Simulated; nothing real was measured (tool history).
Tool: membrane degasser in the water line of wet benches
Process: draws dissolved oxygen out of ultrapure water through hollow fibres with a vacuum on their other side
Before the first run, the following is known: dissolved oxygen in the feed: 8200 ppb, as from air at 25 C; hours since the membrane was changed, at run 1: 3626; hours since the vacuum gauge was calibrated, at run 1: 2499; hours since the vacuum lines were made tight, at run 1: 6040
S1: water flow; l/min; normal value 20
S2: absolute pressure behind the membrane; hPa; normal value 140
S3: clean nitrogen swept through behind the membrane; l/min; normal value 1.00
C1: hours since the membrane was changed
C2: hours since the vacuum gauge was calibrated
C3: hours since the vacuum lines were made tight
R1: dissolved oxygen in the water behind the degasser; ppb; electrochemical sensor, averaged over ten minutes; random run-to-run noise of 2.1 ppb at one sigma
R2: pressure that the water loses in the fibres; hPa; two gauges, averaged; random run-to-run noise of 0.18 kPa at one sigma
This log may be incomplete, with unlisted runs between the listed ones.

| run | hour | S1 | S2 | S3 | C1 | C2 | C3 | R1 | R2 |
|---|---|---|---|---|---|---|---|---|---|
| 1 | 0.0 | 20 | 140 | 1.00 | 3626 | 2499 | 6040 | 471.3 | 365.4 |
| 2 | 140.5 | 20 | 140 | 1.00 | 3766 | 2640 | 6180 | 475.6 | 362.4 |
| 3 | 270.5 | 20 | 304 | 1.00 | 3896 | 2770 | 6310 | 1101.7 | 366.8 |
| 4 | 352.8 | 20 | 214 | 1.00 | 3979 | 2852 | 6392 | 767.1 | 363.4 |
| 5 | 470.5 | 20 | 214 | 1.00 | 4096 | 2970 | 6510 | 770.5 | 366.8 |
| 6 | 569.2 | 20 | 214 | 1.00 | 4195 | 3069 | 6609 | 764.9 | 366.3 |
| 7 | 682.8 | 20 | 214 | 1.00 | 4309 | 3182 | 6722 | 766.5 | 366.2 |
|  | 697.5 | vacuum gauge calibrated |
| 8 | 794.2 | 13 | 144 | 1.62 | 4420 | 97 | 6833 | 224.3 | 233.4 |
| 9 | 874.1 | 13 | 144 | 1.62 | 4500 | 177 | 6913 | 222.2 | 239.6 |
| 10 | 1036.4 | 20 | 213 | 1.61 | 4662 | 339 | 7076 | 515.5 | 365.5 |
|  | 1091.9 | seals of the vacuum lines changed |
| 11 | 1128.4 | 20 | 213 | 1.61 | 4752 | 429 | 36 | 501.0 | 366.4 |

5 options for the next run, each taken on its own from the tool as it stands now. Forecast them:
| A | 1213.7 | 22 | 172 | 1.00 | 4837 | 514 | 122 | ? | ? |
| B | 1213.7 | 20 | 94 | 0.68 | 4837 | 514 | 122 | ? | ? |
| C | 1213.7 | 18 | 173 | 0.47 | 4837 | 514 | 122 | ? | ? |
| D | 1213.7 | 18 | 204 | 1.61 | 4837 | 514 | 122 | ? | ? |
| E | 1213.7 | 20 | 295 | 1.00 | 4837 | 514 | 122 | ? | ? |

| run | R1 | R2 |
|---|---|---|
| A | 650.4 | 404.1 |
| B | 387.5 | 366.5 |
| C | 1000.4 | 328.6 |
| D | 433.6 | 328.4 |
| E | 1063.3 | 365.3 |
Take away the tool's hidden state, keep each run's random variation, and the runs would have read:
| run | R1 | R2 |
|---|---|---|
| A | 641.2 | 395.0 |
| B | 376.4 | 358.3 |
| C | 988.4 | 321.2 |
| D | 428.0 | 321.0 |
| E | 1054.6 | 357.0 |
